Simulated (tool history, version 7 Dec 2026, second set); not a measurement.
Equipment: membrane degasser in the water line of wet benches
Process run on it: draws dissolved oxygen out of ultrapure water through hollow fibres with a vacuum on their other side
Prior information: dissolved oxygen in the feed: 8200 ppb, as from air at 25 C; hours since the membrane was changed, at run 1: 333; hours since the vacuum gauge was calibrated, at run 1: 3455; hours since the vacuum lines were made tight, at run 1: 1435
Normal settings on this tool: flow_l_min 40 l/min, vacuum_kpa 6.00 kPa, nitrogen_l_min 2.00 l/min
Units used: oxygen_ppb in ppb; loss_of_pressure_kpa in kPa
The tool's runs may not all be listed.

run	day	flow_l_min	vacuum_kpa	nitrogen_l_min	hours since the membrane was changed	hours since the vacuum gauge was calibrated	hours since the vacuum lines were made tight	oxygen_ppb	loss_of_pressure_kpa
1	0.000	40	6.00	2.00	333	3455	1435	149.7	33.92
2	5.600	40	6.00	2.00	467	3589	1569	151.0	34.22
3	7.967	40	6.00	2.00	524	3646	1626	149.1	34.19
4	11.462	40	6.00	2.00	608	3730	1710	153.4	34.28
5	15.238	40	6.00	2.00	699	3820	1800	152.8	34.36
6	17.721	40	6.00	2.00	758	3880	1860	151.7	34.02
7	23.192	40	6.00	1.52	889	4011	1991	188.4	34.41
8	27.162	40	6.00	2.00	985	4107	2087	150.1	34.29
9	32.242	40	6.00	2.00	1107	4229	2208	151.1	34.19
10	35.575	30	8.80	1.74	1187	4309	2288	230.8	25.90
11	40.338	40	6.22	1.09	1301	4423	2403	255.3	34.24
12	42.750	40	6.22	1.09	1359	4481	2461	259.5	34.26
13	48.338	47	6.00	2.00	1493	4615	2595	191.8	40.25
14	51.688	42	9.49	2.00	1573	4695	2675	312.5	36.21
15	56.217	37	6.00	0.99	1682	4804	2784	237.6	31.66
16	59.571	37	6.00	4.53	1763	4884	2864	74.1	31.73
17	63.425	49	8.12	2.00	1855	4977	2957	310.5	42.27

Consider 3 possible next runs. They are alternatives, not a sequence: every one starts from the tool as it was left by run 17. What does each give?
A	67.004	40	6.00	1.04	1941	5063	3043	?	?
B	67.004	52	7.75	2.00	1941	5063	3043	?	?
C	67.004	35	6.00	1.17	1941	5063	3043	?	?

run	oxygen_ppb	loss_of_pressure_kpa
A	255.4	34.43
B	320.0	44.75
C	202.3	29.86
Take away the tool's hidden state, keep each run's random variation, and the runs would have read:
run	oxygen_ppb	loss_of_pressure_kpa
A	232.7	33.92
B	301.1	44.08
C	184.2	29.41
